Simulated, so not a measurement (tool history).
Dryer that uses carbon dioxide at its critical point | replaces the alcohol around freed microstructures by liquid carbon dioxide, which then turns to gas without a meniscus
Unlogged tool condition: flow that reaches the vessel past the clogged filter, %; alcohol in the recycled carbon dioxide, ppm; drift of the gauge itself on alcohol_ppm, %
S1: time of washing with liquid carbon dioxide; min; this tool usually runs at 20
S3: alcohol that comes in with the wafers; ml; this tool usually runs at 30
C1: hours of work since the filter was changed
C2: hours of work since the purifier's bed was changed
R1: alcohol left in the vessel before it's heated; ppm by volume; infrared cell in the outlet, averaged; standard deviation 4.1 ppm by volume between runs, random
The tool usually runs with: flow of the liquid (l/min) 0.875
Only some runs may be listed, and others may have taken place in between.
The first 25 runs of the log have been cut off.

Run 26, hour 701.9: usual settings but S1 29 min; C1 306; C2 446. Result: R1 41 ppm by volume.
Run 27, hour 732.8: usual settings but S1 29 min; C1 325; C2 464. Result: R1 40 ppm by volume.
Run 28, hour 759.9: usual settings but S1 28 min, flow of the liquid (l/min) 0.64, S3 59 ml; C1 341; C2 481. Result: R1 54 ppm by volume.
Run 29, hour 777.4: usual settings but S1 28 min, flow of the liquid (l/min) 0.64, S3 59 ml; C1 352; C2 491. Result: R1 53 ppm by volume.
Run 30, hour 803.4: usual settings but S1 28 min, flow of the liquid (l/min) 0.64, S3 59 ml; C1 367; C2 507. Result: R1 52 ppm by volume.
Run 31, hour 832: usual settings but S1 28 min, flow of the liquid (l/min) 0.64, S3 59 ml; C1 385; C2 524. Result: R1 59 ppm by volume.
Run 32, hour 855.6: usual settings but S1 15 min; C1 399; C2 539. Result: R1 89 ppm by volume.
Run 33, hour 894.1: usual settings but S1 30 min, flow of the liquid (l/min) 0.687, S3 99 ml; C1 422; C2 562. Result: R1 55 ppm by volume.
At hour 927: inlet filter changed.
Run 34, hour 932.3: usual settings but S1 30 min, flow of the liquid (l/min) 0.687, S3 99 ml; C1 3; C2 585. Result: R1 61 ppm by volume.
Run 35, hour 961.9: usual settings but S1 21 min, flow of the liquid (l/min) 0.614, S3 53 ml; C1 21; C2 603. Result: R1 124 ppm by volume.
Run 36, hour 986.5: usual settings but S1 21 min, flow of the liquid (l/min) 0.614, S3 53 ml; C1 36; C2 618. Result: R1 140 ppm by volume.
Run 37, hour 1008.7: usual settings but S1 21 min, flow of the liquid (l/min) 0.614, S3 53 ml; C1 50; C2 631. Result: R1 133 ppm by volume.
Run 38, hour 1026.7: usual settings but flow of the liquid (l/min) 1.415, S3 108 ml; C1 60; C2 642. Result: R1 47 ppm by volume.
Run 39, hour 1059.7: usual settings but S1 18 min, flow of the liquid (l/min) 0.547, S3 90 ml; C1 80; C2 662. Result: R1 661 ppm by volume.
Run 40, hour 1096: usual settings but S1 18 min, flow of the liquid (l/min) 0.547, S3 90 ml; C1 102; C2 684. Result: R1 664 ppm by volume.
Run 41, hour 1122.6: usual settings but S1 18 min, flow of the liquid (l/min) 0.547, S3 90 ml; C1 119; C2 700. Result: R1 681 ppm by volume.
Run 42, hour 1158.1: usual settings but S1 18 min, flow of the liquid (l/min) 0.547, S3 90 ml; C1 140; C2 722. Result: R1 696 ppm by volume.
At hour 1192.5: purifier's bed changed.
Run 43, hour 1199.4: usual settings but S1 14 min, flow of the liquid (l/min) 0.585, S3 75 ml; C1 163; C2 4. Result: R1 1052 ppm by volume.
Run 44, hour 1220.4: usual settings but flow of the liquid (l/min) 0.748, S3 103 ml; C1 176; C2 17. Result: R1 76 ppm by volume.
Run 45, hour 1258.3: usual settings but flow of the liquid (l/min) 0.748, S3 103 ml; C1 199; C2 40. Result: R1 81 ppm by volume.
Run 46, hour 1284.3: usual settings but flow of the liquid (l/min) 0.603; C1 215; C2 56. Result: R1 88 ppm by volume.
Run 47, hour 1321.2: usual settings but flow of the liquid (l/min) 0.603; C1 237; C2 78. Result: R1 92 ppm by volume.

4 ways to go on from here, each from the tool as it stands after run 47. What would each give?
Run A, hour 1355.4: usual settings but flow of the liquid (l/min) 1.176, S3 86 ml; C1 258; C2 99. Result: R1 ?.
Run B, hour 1355.4: usual settings but S3 64 ml; C1 258; C2 99. Result: R1 ?.
Run C, hour 1355.4: usual settings but flow of the liquid (l/min) 0.667, S3 69 ml; C1 258; C2 99. Result: R1 ?.
Run D, hour 1355.4: usual settings but S1 17 min, flow of the liquid (l/min) 0.926; C1 258; C2 99. Result: R1 ?.

run   R1
  A    9
  B   27
  C  122
  D   21
With no hidden state in the tool, these same runs would have given:
run  R1
  A   1
  B  16
  C  95
  D  11
